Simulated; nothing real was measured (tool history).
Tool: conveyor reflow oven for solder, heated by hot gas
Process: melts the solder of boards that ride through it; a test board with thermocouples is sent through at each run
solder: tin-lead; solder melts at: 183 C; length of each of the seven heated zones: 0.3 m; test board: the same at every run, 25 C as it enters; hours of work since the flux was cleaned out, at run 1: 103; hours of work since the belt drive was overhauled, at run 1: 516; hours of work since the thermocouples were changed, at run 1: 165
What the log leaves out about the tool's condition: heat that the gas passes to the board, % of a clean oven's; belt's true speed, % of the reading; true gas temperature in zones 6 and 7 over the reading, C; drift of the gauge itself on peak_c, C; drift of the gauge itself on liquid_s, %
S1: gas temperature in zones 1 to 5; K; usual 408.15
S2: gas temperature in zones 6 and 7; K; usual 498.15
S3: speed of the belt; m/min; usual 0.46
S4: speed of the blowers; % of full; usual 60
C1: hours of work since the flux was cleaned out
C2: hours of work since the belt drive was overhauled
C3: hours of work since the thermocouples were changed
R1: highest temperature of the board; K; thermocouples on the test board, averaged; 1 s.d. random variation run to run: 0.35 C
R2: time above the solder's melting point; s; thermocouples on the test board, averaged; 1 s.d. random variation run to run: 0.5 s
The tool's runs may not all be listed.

run   hour      S1      S2     S3  S4   C1   C2   C3      R1    R2
  1      0  408.15  498.15   0.46  60  103  516  165  477.25  44.4
  2   12.7  408.15  498.15   0.46  60  109  522  171  476.95  44.4
  3   26.2  408.15  498.15   0.46  60  115  528  177  477.55  44.4
  4   33.3  408.15  498.15   0.46  60  118  531  180  477.45  43.6
  5   43.8  418.15  498.15   0.46  60  123  536  185  479.55  50.5
  6   59.5  408.15  507.15   0.46  60  130  543  192  484.95  51.4
  7   75.8  408.15  507.15   0.46  60  138  550  199  484.45  51.7
  8   87.3  408.15  507.15   0.46  60  143  555  205  484.95  51.1
  9  104.9  408.15  507.15   0.46  60  151  563  213  484.05  51.9
 10    116  408.15  498.15   0.44  60  156  568  218  478.25  48.1
 11    128  408.15  505.15   0.46  60  161  574  223  483.05  49.9
 12  142.9  396.15  498.15  0.514  60  168  580  230  469.55  25.6
 13  151.3  396.15  510.15  0.514  86  172  584  234  487.05  46.4
 14  165.9  396.15  510.15  0.514  86  178  591  240  487.85    46
 15  179.9  396.15  510.15  0.514  86  185  597  246  487.95  45.5
 16  196.6  408.15  498.15   0.43  60  192  605  254  478.85  50.2
 17  213.4  408.15  498.15   0.43  60  200  612  262  479.45  49.5
 18  229.4  395.15  494.15  0.494  80  207  620  269  473.75  33.7
 19  237.3  406.15  498.15  0.438  72  210  623  272  480.95    51
 20  250.5  406.15  498.15  0.428  69  216  629  278  480.75  52.9

Branching from run 20: 3 alternative next runs. What would each branch give?
  A  264.3  419.15  494.15  0.428  69  223  635  285   ?   ?
  B  264.3  406.15  498.15  0.437  69  223  635  285   ?   ?
  C  264.3  397.15  504.15   0.46  71  223  635  285   ?   ?

run      R1    R2
  A  480.25  56.2
  B  480.75  50.5
  C  482.15  46.5
Without the tool's hidden state the same runs would have given:
run      R1    R2
  A  481.95  57.8
  B  482.65  52.5
  C  484.45  48.6
